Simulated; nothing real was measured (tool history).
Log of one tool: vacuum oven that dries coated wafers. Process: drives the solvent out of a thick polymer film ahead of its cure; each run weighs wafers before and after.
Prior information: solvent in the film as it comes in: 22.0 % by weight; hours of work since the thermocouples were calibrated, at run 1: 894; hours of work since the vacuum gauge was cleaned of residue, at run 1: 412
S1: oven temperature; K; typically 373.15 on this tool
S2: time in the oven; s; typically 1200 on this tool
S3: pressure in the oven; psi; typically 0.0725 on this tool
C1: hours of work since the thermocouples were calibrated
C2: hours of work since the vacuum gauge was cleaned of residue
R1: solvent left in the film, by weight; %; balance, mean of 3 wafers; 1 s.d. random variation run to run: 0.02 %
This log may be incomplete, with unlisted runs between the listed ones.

Run 1, hour 0.0: usual settings; C1 894; C2 412. Result: R1 2.15 %.
Run 2, hour 15.0: usual settings but S2 660 s; C1 906; C2 424. Result: R1 5.15 %.
Run 3, hour 45.9: usual settings but S2 660 s; C1 930; C2 448. Result: R1 5.11 %.
Run 4, hour 64.0: usual settings; C1 944; C2 462. Result: R1 2.16 %.
Run 5, hour 84.7: usual settings; C1 960; C2 479. Result: R1 2.12 %.
At hour 89.8: oven's thermocouples calibrated.
Run 6, hour 106.0: usual settings; C1 13; C2 494. Result: R1 1.95 %.
Run 7, hour 136.8: usual settings; C1 37; C2 518. Result: R1 1.96 %.
Run 8, hour 160.4: usual settings; C1 55; C2 536. Result: R1 1.92 %.
At hour 177.8: oven's thermocouples calibrated, once more.
Run 9, hour 197.8: usual settings but S1 381.15 K; C1 16; C2 564. Result: R1 1.10 %.
Run 10, hour 230.5: usual settings; C1 41; C2 590. Result: R1 2.57 %.
Run 11, hour 264.9: usual settings; C1 68; C2 617. Result: R1 2.54 %.
Run 12, hour 286.7: usual settings; C1 85; C2 634. Result: R1 2.52 %.
Run 13, hour 321.4: usual settings; C1 112; C2 661. Result: R1 2.49 %.
Run 14, hour 342.1: usual settings; C1 129; C2 677. Result: R1 2.50 %.
Run 15, hour 364.6: usual settings but S1 386.15 K; C1 146; C2 695. Result: R1 0.66 %.
Run 16, hour 382.1: usual settings but S1 386.15 K; C1 160; C2 708. Result: R1 0.65 %.
Run 17, hour 410.2: usual settings; C1 182; C2 730. Result: R1 2.48 %.
Run 18, hour 436.7: usual settings but S2 780 s; C1 203; C2 751. Result: R1 4.54 %.
Run 19, hour 465.5: usual settings but S1 381.15 K, S2 660 s, S3 0.2325 psi; C1 225; C2 774. Result: R1 3.99 %.
Run 20, hour 497.5: usual settings but S1 381.15 K, S2 660 s, S3 0.2325 psi; C1 250; C2 799. Result: R1 3.99 %.
Run 21, hour 530.7: usual settings but S1 380.15 K, S2 1140 s, S3 0.0376 psi; C1 276; C2 825. Result: R1 1.05 %.
Run 22, hour 559.0: usual settings but S1 380.15 K, S2 1140 s, S3 0.0376 psi; C1 298; C2 847. Result: R1 1.03 %.
Run 23, hour 580.9: usual settings but S1 380.15 K, S2 1140 s, S3 0.0376 psi; C1 316; C2 864. Result: R1 1.05 %.
Run 24, hour 612.5: usual settings but S1 380.15 K, S2 1140 s, S3 0.0376 psi; C1 340; C2 889. Result: R1 1.05 %.
Run 25, hour 628.6: usual settings; C1 353; C2 901. Result: R1 2.41 %.
Run 26, hour 654.3: usual settings but S1 386.15 K, S3 0.0602 psi; C1 373; C2 921. Result: R1 0.60 %.
Run 27, hour 676.8: usual settings but S1 386.15 K, S3 0.0602 psi; C1 391; C2 939. Result: R1 0.58 %.
Run 28, hour 698.3: usual settings but S1 386.15 K, S3 0.0602 psi; C1 407; C2 956. Result: R1 0.60 %.
Run 29, hour 719.6: usual settings but S1 386.15 K, S3 0.0602 psi; C1 424; C2 972. Result: R1 0.59 %.
Run 30, hour 751.6: usual settings but S1 382.15 K, S2 780 s, S3 0.2650 psi; C1 449; C2 998. Result: R1 3.13 %.
Run 31, hour 779.9: usual settings but S1 376.15 K, S2 780 s, S3 0.2650 psi; C1 471; C2 1020. Result: R1 4.80 %.
Run 32, hour 813.7: usual settings but S1 377.15 K, S2 1740 s; C1 498; C2 1046. Result: R1 0.94 %.
Run 33, hour 843.9: usual settings but S1 377.15 K, S2 1740 s; C1 521; C2 1070. Result: R1 0.93 %.
Run 34, hour 867.4: usual settings but S1 377.15 K, S2 1740 s; C1 540; C2 1088. Result: R1 0.96 %.
Run 35, hour 898.7: usual settings but S1 374.15 K; C1 564; C2 1113. Result: R1 2.12 %.
Run 36, hour 925.0: usual settings but S1 376.15 K, S2 840 s; C1 585; C2 1133. Result: R1 3.02 %.

Here are 4 independent what-if runs from the current tool condition. What would each one return?
Run A, hour 950.2: usual settings but S1 375.15 K, S2 1800 s, S3 0.1049 psi; C1 605; C2 1153. Result: R1 ?.
Run B, hour 950.2: usual settings but S3 0.2020 psi; C1 605; C2 1153. Result: R1 ?.
Run C, hour 950.2: usual settings but S1 372.15 K, S2 840 s, S3 0.0824 psi; C1 605; C2 1153. Result: R1 ?.
Run D, hour 950.2: usual settings but S1 387.15 K, S2 1800 s, S3 0.0387 psi; C1 605; C2 1153. Result: R1 ?.

run    R1
  A  1.34
  B  3.40
  C  4.30
  D  0.34
What these runs would have given with no unlogged condition in the tool:
run    R1
  A  1.34
  B  3.64
  C  4.66
  D  0.26

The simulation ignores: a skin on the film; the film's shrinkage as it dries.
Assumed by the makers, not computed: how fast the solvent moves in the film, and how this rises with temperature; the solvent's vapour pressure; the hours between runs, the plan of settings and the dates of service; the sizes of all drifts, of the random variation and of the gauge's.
